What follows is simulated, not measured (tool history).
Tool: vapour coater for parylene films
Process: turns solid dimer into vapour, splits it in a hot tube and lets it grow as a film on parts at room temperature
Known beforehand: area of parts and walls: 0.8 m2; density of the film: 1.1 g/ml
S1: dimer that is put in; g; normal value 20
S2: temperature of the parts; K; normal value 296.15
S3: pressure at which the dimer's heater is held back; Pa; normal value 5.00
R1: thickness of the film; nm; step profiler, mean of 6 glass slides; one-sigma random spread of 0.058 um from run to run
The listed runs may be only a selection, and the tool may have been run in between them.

{"run": 1, "hour": 0.0, "S1": 20, "S2": 296.15, "S3": 5.0, "R1": 13830}
{"run": 2, "hour": 16.3, "S1": 20, "S2": 296.15, "S3": 5.0, "R1": 13620}
{"run": 3, "hour": 27.5, "S1": 20, "S2": 296.15, "S3": 5.0, "R1": 13720}
{"run": 4, "hour": 44.6, "S1": 20, "S2": 296.15, "S3": 7.59, "R1": 12680}
{"run": 5, "hour": 58.2, "S1": 20, "S2": 296.15, "S3": 7.59, "R1": 12570}
{"run": 6, "hour": 67.3, "S1": 20, "S2": 296.15, "S3": 7.59, "R1": 12690}
{"run": 7, "hour": 85.4, "S1": 20, "S2": 296.15, "S3": 7.59, "R1": 12640}
{"run": 8, "hour": 102.0, "S1": 20, "S2": 296.15, "S3": 5.0, "R1": 13700}
{"run": 9, "hour": 115.5, "S1": 20, "S2": 296.15, "S3": 5.0, "R1": 13670}
{"run": 10, "hour": 128.2, "S1": 20, "S2": 296.15, "S3": 5.0, "R1": 13670}
{"run": 11, "hour": 143.0, "S1": 20, "S2": 296.15, "S3": 5.0, "R1": 13600}
{"run": 12, "hour": 156.7, "S1": 20, "S2": 295.15, "S3": 5.0, "R1": 13970}
{"hour": 158.5, "done": "table's thermometer calibrated"}
{"run": 13, "hour": 174.5, "S1": 20, "S2": 296.15, "S3": 5.0, "R1": 13530}
{"run": 14, "hour": 186.7, "S1": 20, "S2": 296.15, "S3": 5.0, "R1": 13600}
{"run": 15, "hour": 198.0, "S1": 16, "S2": 296.15, "S3": 5.0, "R1": 10940}
{"run": 16, "hour": 207.8, "S1": 16, "S2": 296.15, "S3": 5.0, "R1": 10860}
{"run": 17, "hour": 219.0, "S1": 20, "S2": 296.15, "S3": 5.0, "R1": 13690}
{"hour": 229.7, "done": "table's thermometer calibrated, once more"}
{"run": 18, "hour": 239.1, "S1": 20, "S2": 296.15, "S3": 5.0, "R1": 13550}
{"run": 19, "hour": 249.8, "S1": 20, "S2": 296.15, "S3": 5.0, "R1": 13600}
{"run": 20, "hour": 261.8, "S1": 20, "S2": 296.15, "S3": 5.0, "R1": 13570}
{"run": 21, "hour": 271.4, "S1": 12, "S2": 303.15, "S3": 4.64, "R1": 6800}
{"run": 22, "hour": 288.3, "S1": 12, "S2": 303.15, "S3": 4.64, "R1": 6770}
{"run": 23, "hour": 301.4, "S1": 14, "S2": 305.15, "S3": 5.0, "R1": 7390}
{"run": 24, "hour": 309.6, "S1": 14, "S2": 305.15, "S3": 5.0, "R1": 7390}
{"run": 25, "hour": 326.2, "S1": 13, "S2": 305.15, "S3": 10.47, "R1": 5990}
{"run": 26, "hour": 334.1, "S1": 9, "S2": 305.15, "S3": 9.22, "R1": 4270}
{"run": 27, "hour": 342.0, "S1": 26, "S2": 294.15, "S3": 8.47, "R1": 16670}
{"run": 28, "hour": 360.3, "S1": 25, "S2": 296.15, "S3": 2.82, "R1": 18800}
{"run": 29, "hour": 368.5, "S1": 20, "S2": 302.15, "S3": 3.82, "R1": 12050}
{"run": 30, "hour": 384.2, "S1": 15, "S2": 302.15, "S3": 3.82, "R1": 8980}
{"run": 31, "hour": 398.9, "S1": 15, "S2": 302.15, "S3": 3.82, "R1": 8970}
{"run": 32, "hour": 416.5, "S1": 20, "S2": 302.15, "S3": 4.83, "R1": 11450}
{"run": 33, "hour": 432.4, "S1": 30, "S2": 301.15, "S3": 6.0, "R1": 16960}
{"run": 34, "hour": 450.4, "S1": 34, "S2": 304.15, "S3": 6.0, "R1": 17730}
{"run": 35, "hour": 460.3, "S1": 17, "S2": 295.15, "S3": 5.0, "R1": 11770}
{"run": 36, "hour": 470.5, "S1": 20, "S2": 296.15, "S3": 3.0, "R1": 14800}

Hidden state or all else? Some run-to-run changes of R1, split into what the settings, what came in and random variation would give without the hidden state, and what is left for the hidden state (with any gauge scatter that isn't in both results):
Hidden state at play: vapour lost through the trap's worn valve, %; true temperature of the parts over the reading, C; drift of the gauge itself on film_um, %.
Run 20 -> 21: S1 20 -> 12, S2 296.15 -> 303.15, S3 5.00 -> 4.64. R1 -6770 nm: hidden state +200, all else -6970.
Run 26 -> 27: S1 9 -> 26, S2 305.15 -> 294.15, S3 9.22 -> 8.47. R1 +12400 nm: hidden state -460, all else +12860.
Run 28 -> 29: S1 25 -> 20, S2 296.15 -> 302.15, S3 2.82 -> 3.82. R1 -6750 nm: hidden state +250, all else -7000.
Run 32 -> 33: S1 20 -> 30, S2 302.15 -> 301.15, S3 4.83 -> 6.00. R1 +5510 nm: hidden state -240, all else +5750.

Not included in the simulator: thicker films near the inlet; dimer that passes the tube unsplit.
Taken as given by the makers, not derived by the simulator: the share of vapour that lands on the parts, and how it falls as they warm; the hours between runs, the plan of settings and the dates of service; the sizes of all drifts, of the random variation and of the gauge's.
